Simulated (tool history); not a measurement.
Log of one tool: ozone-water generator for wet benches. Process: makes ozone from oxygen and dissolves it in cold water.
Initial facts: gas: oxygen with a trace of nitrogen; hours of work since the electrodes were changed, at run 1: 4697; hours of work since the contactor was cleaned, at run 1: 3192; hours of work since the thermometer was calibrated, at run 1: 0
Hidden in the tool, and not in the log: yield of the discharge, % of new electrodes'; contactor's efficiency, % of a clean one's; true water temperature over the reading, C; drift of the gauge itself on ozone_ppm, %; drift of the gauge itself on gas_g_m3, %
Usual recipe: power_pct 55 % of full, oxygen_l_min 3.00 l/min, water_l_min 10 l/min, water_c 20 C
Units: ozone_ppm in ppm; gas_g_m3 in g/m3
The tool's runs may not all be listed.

run,hour,power_pct,oxygen_l_min,water_l_min,water_c,hours of work since the electrodes were changed,hours of work since the contactor was cleaned,hours of work since the thermometer was calibrated,ozone_ppm,gas_g_m3
1,0.0,55,3.00,10,20,4697,3192,0,19.2,181.2
2,78.5,55,3.00,10,20,4768,3263,70,19.1,183.2
3,208.9,55,3.00,10,20,4885,3380,188,19.2,183.5
4,343.8,55,3.00,10,20,5006,3501,309,19.4,184.2
5,452.6,55,3.00,10,20,5104,3599,407,19.6,182.7
6,550.4,55,3.00,10,20,5192,3686,494,19.1,184.1
7,649.5,55,3.00,10,20,5281,3776,584,19.0,182.4
8,746.3,55,3.00,10,15,5368,3862,670,20.8,184.0
9,880.8,55,3.00,10,20,5488,3983,791,19.2,185.4
10,1028.2,55,3.00,10,20,5621,4116,924,19.2,184.6
11,1164.5,55,3.00,10,20,5743,4238,1046,19.4,184.8
12,1290.9,55,3.00,10,20,5857,4352,1160,19.3,187.0
13,1403.4,55,3.00,10,20,5958,4453,1261,19.1,188.3
14,1469.6,55,3.00,10,20,6017,4512,1320,19.2,186.5
# hour 1570.8: contactor cleaned
15,1589.7,55,3.00,10,24,6122,17,1425,18.0,184.8
16,1701.6,55,3.48,10,24,6222,118,1525,18.3,177.0
17,1835.7,55,3.00,10,20,6343,238,1646,19.3,186.6
18,1913.1,99,3.56,7,20,6412,308,1715,40.4,279.1
19,2026.1,44,1.87,12,14,6514,409,1817,13.1,184.8
20,2132.0,86,2.43,15,14,6609,504,1912,19.3,286.1
21,2230.9,55,3.00,9,15,6698,593,2001,22.7,184.9
22,2387.9,42,4.07,10,13,6839,734,2142,18.3,137.2
23,2462.6,42,4.07,10,13,6906,801,2209,18.1,136.6
24,2555.3,42,4.07,10,13,6989,884,2292,18.5,137.3
# hour 2601.9: gauge calibrated
25,2674.8,94,1.85,11,26,7097,992,2399,22.3,330.5
26,2826.5,94,1.85,11,26,7233,1128,2536,22.4,331.0
27,2965.4,55,3.71,10,20,7358,1253,2660,19.7,172.3
28,3069.5,47,2.70,9,23,7451,1346,2754,17.2,166.8

For run 29, what comes out?
29,3167.3,47,2.70,9,23,7539,1434,2842,?,?

ozone_ppm: 17.0 ppm
gas_g_m3: 167.9 g/m3
Minus the tool's unlogged condition, the same run would have read ozone_ppm 17.1 ppm, gas_g_m3 167.1 g/m3.
